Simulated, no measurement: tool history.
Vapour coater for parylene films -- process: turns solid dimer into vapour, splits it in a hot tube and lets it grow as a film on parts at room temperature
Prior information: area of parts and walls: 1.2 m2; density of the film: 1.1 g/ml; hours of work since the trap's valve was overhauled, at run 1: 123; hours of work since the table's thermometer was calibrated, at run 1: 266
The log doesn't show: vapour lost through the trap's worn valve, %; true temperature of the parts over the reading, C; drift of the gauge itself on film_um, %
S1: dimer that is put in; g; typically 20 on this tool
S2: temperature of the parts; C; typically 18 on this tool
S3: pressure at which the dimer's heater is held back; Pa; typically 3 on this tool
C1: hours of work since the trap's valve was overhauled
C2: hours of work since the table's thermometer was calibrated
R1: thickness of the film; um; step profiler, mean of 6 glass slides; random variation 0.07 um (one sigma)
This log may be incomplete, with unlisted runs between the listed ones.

{"run": 1, "hour": 0.0, "S1": 20, "S2": 18, "S3": 3, "C1": 123, "C2": 266, "R1": 7.89}
{"run": 2, "hour": 59.1, "S1": 20, "S2": 18, "S3": 3, "C1": 169, "C2": 312, "R1": 7.9}
{"run": 3, "hour": 117.2, "S1": 20, "S2": 18, "S3": 3, "C1": 215, "C2": 358, "R1": 7.69}
{"run": 4, "hour": 169.4, "S1": 20, "S2": 18, "S3": 3, "C1": 255, "C2": 398, "R1": 7.54}
{"run": 5, "hour": 202.6, "S1": 20, "S2": 18, "S3": 3, "C1": 281, "C2": 424, "R1": 7.43}
{"run": 6, "hour": 246.0, "S1": 20, "S2": 18, "S3": 3, "C1": 315, "C2": 458, "R1": 7.39}
{"run": 7, "hour": 283.0, "S1": 20, "S2": 18, "S3": 3, "C1": 344, "C2": 487, "R1": 7.41}
{"hour": 301.5, "done": "trap's valve overhauled"}
{"run": 8, "hour": 321.1, "S1": 20, "S2": 18, "S3": 3, "C1": 15, "C2": 513, "R1": 8.26}
{"run": 9, "hour": 364.5, "S1": 20, "S2": 18, "S3": 3, "C1": 49, "C2": 547, "R1": 8.08}
{"run": 10, "hour": 394.6, "S1": 20, "S2": 18, "S3": 3, "C1": 73, "C2": 571, "R1": 8.03}
{"run": 11, "hour": 449.5, "S1": 20, "S2": 18, "S3": 3, "C1": 115, "C2": 614, "R1": 7.85}
{"run": 12, "hour": 497.1, "S1": 20, "S2": 18, "S3": 3, "C1": 153, "C2": 651, "R1": 7.67}
{"run": 13, "hour": 535.1, "S1": 20, "S2": 18, "S3": 3, "C1": 182, "C2": 680, "R1": 7.72}
{"run": 14, "hour": 565.6, "S1": 20, "S2": 18, "S3": 3, "C1": 206, "C2": 704, "R1": 7.68}
{"run": 15, "hour": 607.0, "S1": 20, "S2": 18, "S3": 3, "C1": 238, "C2": 737, "R1": 7.59}
{"run": 16, "hour": 652.8, "S1": 20, "S2": 18, "S3": 3, "C1": 274, "C2": 772, "R1": 7.31}
{"run": 17, "hour": 697.6, "S1": 20, "S2": 18, "S3": 3, "C1": 309, "C2": 807, "R1": 7.26}
{"run": 18, "hour": 734.2, "S1": 20, "S2": 18, "S3": 2.77, "C1": 337, "C2": 836, "R1": 7.28}
{"hour": 762.4, "done": "trap's valve overhauled"}
{"run": 19, "hour": 801.0, "S1": 20, "S2": 18, "S3": 2.77, "C1": 30, "C2": 885, "R1": 8.04}
{"run": 20, "hour": 854.9, "S1": 20, "S2": 18, "S3": 2.77, "C1": 72, "C2": 927, "R1": 8.15}
{"run": 21, "hour": 891.1, "S1": 29, "S2": 18, "S3": 5.1, "C1": 100, "C2": 955, "R1": 10.69}
{"run": 22, "hour": 924.2, "S1": 20, "S2": 12, "S3": 3, "C1": 126, "C2": 981, "R1": 9.16}
{"hour": 955.7, "done": "table's thermometer calibrated"}
{"run": 23, "hour": 976.7, "S1": 9, "S2": 18, "S3": 3.34, "C1": 166, "C2": 16, "R1": 3.53}
{"run": 24, "hour": 1017.3, "S1": 10, "S2": 21, "S3": 5.03, "C1": 198, "C2": 48, "R1": 3.37}
{"run": 25, "hour": 1067.5, "S1": 17, "S2": 21, "S3": 2.14, "C1": 237, "C2": 87, "R1": 6.21}
{"run": 26, "hour": 1108.4, "S1": 13, "S2": 25, "S3": 4.07, "C1": 269, "C2": 119, "R1": 3.89}
{"run": 27, "hour": 1147.6, "S1": 28, "S2": 29, "S3": 4.32, "C1": 300, "C2": 150, "R1": 7.46}
{"run": 28, "hour": 1187.0, "S1": 28, "S2": 29, "S3": 4.32, "C1": 331, "C2": 180, "R1": 7.34}
{"hour": 1223.6, "done": "trap's valve overhauled"}
{"run": 29, "hour": 1253.3, "S1": 15, "S2": 29, "S3": 10.73, "C1": 23, "C2": 229, "R1": 3.93}
{"run": 30, "hour": 1305.3, "S1": 24, "S2": 11, "S3": 3, "C1": 64, "C2": 270, "R1": 11.71}
{"run": 31, "hour": 1341.7, "S1": 10, "S2": 12, "S3": 6.78, "C1": 92, "C2": 298, "R1": 4.23}
{"run": 32, "hour": 1387.8, "S1": 24, "S2": 23, "S3": 4.42, "C1": 128, "C2": 334, "R1": 7.81}
{"run": 33, "hour": 1419.5, "S1": 20, "S2": 29, "S3": 4.05, "C1": 153, "C2": 359, "R1": 5.65}
{"run": 34, "hour": 1453.1, "S1": 20, "S2": 29, "S3": 4.05, "C1": 179, "C2": 385, "R1": 5.6}
{"run": 35, "hour": 1481.9, "S1": 20, "S2": 29, "S3": 4.05, "C1": 202, "C2": 407, "R1": 5.51}
{"run": 36, "hour": 1532.3, "S1": 9, "S2": 18, "S3": 2.59, "C1": 241, "C2": 447, "R1": 3.44}
{"run": 37, "hour": 1574.2, "S1": 20, "S2": 18, "S3": 2.59, "C1": 274, "C2": 479, "R1": 7.64}
{"run": 38, "hour": 1615.5, "S1": 10, "S2": 23, "S3": 11.35, "C1": 306, "C2": 512, "R1": 2.75}
{"run": 39, "hour": 1665.4, "S1": 11, "S2": 23, "S3": 11.35, "C1": 345, "C2": 551, "R1": 2.94}
{"hour": 1681.7, "done": "trap's valve overhauled"}
{"run": 40, "hour": 1730.6, "S1": 26, "S2": 25, "S3": 5.37, "C1": 38, "C2": 598, "R1": 8.14}

For each entry between runs, how does the tool's hidden state at the last listed run before it compare with that at the first listed run after it?
After run 7, before run 8: trap's valve overhauled (hour 301.5)
  vapour lost through the trap's worn valve, %: 10.7 -> 0.9; true temperature of the parts over the reading, C: 0.46 -> 0.48
  measured value less the no-hidden-state value, R1: -0.99 -> -0.18 um
After run 18, before run 19: trap's valve overhauled (hour 762.4)
  vapour lost through the trap's worn valve, %: 11.5 -> 0.9; true temperature of the parts over the reading, C: 0.77 -> 0.81
  measured value less the no-hidden-state value, R1: -1.12 -> -0.26 um
After run 22, before run 23: table's thermometer calibrated (hour 955.7)
  vapour lost through the trap's worn valve, %: 4.1 -> 5.5; true temperature of the parts over the reading, C: 0.9 -> 0.03
  measured value less the no-hidden-state value, R1: -0.63 -> -0.21 um
After run 28, before run 29: trap's valve overhauled (hour 1223.6)
  vapour lost through the trap's worn valve, %: 10.8 -> 1.1; true temperature of the parts over the reading, C: 0.18 -> 0.22
  measured value less the no-hidden-state value, R1: -0.92 -> -0.07 um
After run 39, before run 40: trap's valve overhauled (hour 1681.7)
  vapour lost through the trap's worn valve, %: 11.6 -> 1.6; true temperature of the parts over the reading, C: 0.5 -> 0.54
  measured value less the no-hidden-state value, R1: -0.42 -> -0.26 um
